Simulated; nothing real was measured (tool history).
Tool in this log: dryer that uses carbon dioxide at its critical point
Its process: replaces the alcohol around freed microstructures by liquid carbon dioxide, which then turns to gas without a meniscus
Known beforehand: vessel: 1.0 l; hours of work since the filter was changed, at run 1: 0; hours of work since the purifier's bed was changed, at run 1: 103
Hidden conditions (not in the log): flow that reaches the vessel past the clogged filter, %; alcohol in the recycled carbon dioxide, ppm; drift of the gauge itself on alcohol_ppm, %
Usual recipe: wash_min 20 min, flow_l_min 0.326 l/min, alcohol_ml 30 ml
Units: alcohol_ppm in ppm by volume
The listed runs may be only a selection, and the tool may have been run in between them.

| run | hour | wash_min | flow_l_min | alcohol_ml | hours of work since the filter was changed | hours of work since the purifier's bed was changed | alcohol_ppm |
|---|---|---|---|---|---|---|---|
| 1 | 0 | 20 | 0.326 | 30 | 0 | 103 | 61 |
| 2 | 39.6 | 20 | 0.326 | 30 | 25 | 128 | 83 |
| 3 | 96 | 20 | 0.491 | 30 | 60 | 163 | 36 |
| 4 | 152.3 | 20 | 0.491 | 30 | 96 | 199 | 51 |
| 5 | 214.2 | 20 | 0.491 | 30 | 135 | 238 | 60 |
| 6 | 248.3 | 20 | 0.491 | 30 | 156 | 259 | 54 |
| 7 | 295.6 | 20 | 0.326 | 30 | 186 | 289 | 147 |
| 8 | 321.5 | 20 | 0.326 | 30 | 202 | 305 | 142 |
|  | 370.3 | inlet filter changed |
| 9 | 370.3 | 20 | 0.326 | 48 | 0 | 335 | 155 |
| 10 | 416.3 | 20 | 0.326 | 30 | 29 | 364 | 138 |
| 11 | 457.2 | 20 | 0.326 | 30 | 55 | 390 | 143 |
| 12 | 513.4 | 17 | 0.326 | 74 | 90 | 425 | 476 |
| 13 | 565.5 | 18 | 0.342 | 50 | 123 | 458 | 246 |
| 14 | 616.6 | 24 | 0.214 | 61 | 155 | 490 | 715 |
| 15 | 668.1 | 14 | 0.365 | 20 | 187 | 522 | 288 |
| 16 | 694.5 | 14 | 0.365 | 20 | 204 | 539 | 295 |
|  | 743.1 | inlet filter changed |
| 17 | 743.1 | 23 | 0.326 | 45 | 0 | 569 | 159 |
| 18 | 797.2 | 13 | 0.326 | 30 | 34 | 603 | 607 |
| 19 | 853.5 | 21 | 0.434 | 32 | 69 | 638 | 153 |
| 20 | 908.6 | 24 | 0.215 | 35 | 104 | 673 | 451 |
| 21 | 940.5 | 15 | 0.462 | 76 | 124 | 693 | 247 |
| 22 | 967.6 | 15 | 0.197 | 41 | 141 | 710 | 3007 |

Forecast each of these 5 alternatives for the next run:
| A | 1019.6 | 14 | 0.227 | 25 | 174 | 742 | ? |
| B | 1019.6 | 24 | 0.234 | 30 | 174 | 742 | ? |
| C | 1019.6 | 15 | 0.377 | 41 | 174 | 742 | ? |
| D | 1019.6 | 12 | 0.243 | 77 | 174 | 742 | ? |
| E | 1019.6 | 12 | 0.326 | 30 | 174 | 742 | ? |

| run | alcohol_ppm |
|---|---|
| A | 1591 |
| B | 349 |
| C | 363 |
| D | 5719 |
| E | 968 |
Stripped of hidden state, with their random variation kept, the same runs would have yielded:
| run | alcohol_ppm |
|---|---|
| A | 1198 |
| B | 139 |
| C | 149 |
| D | 4708 |
| E | 643 |
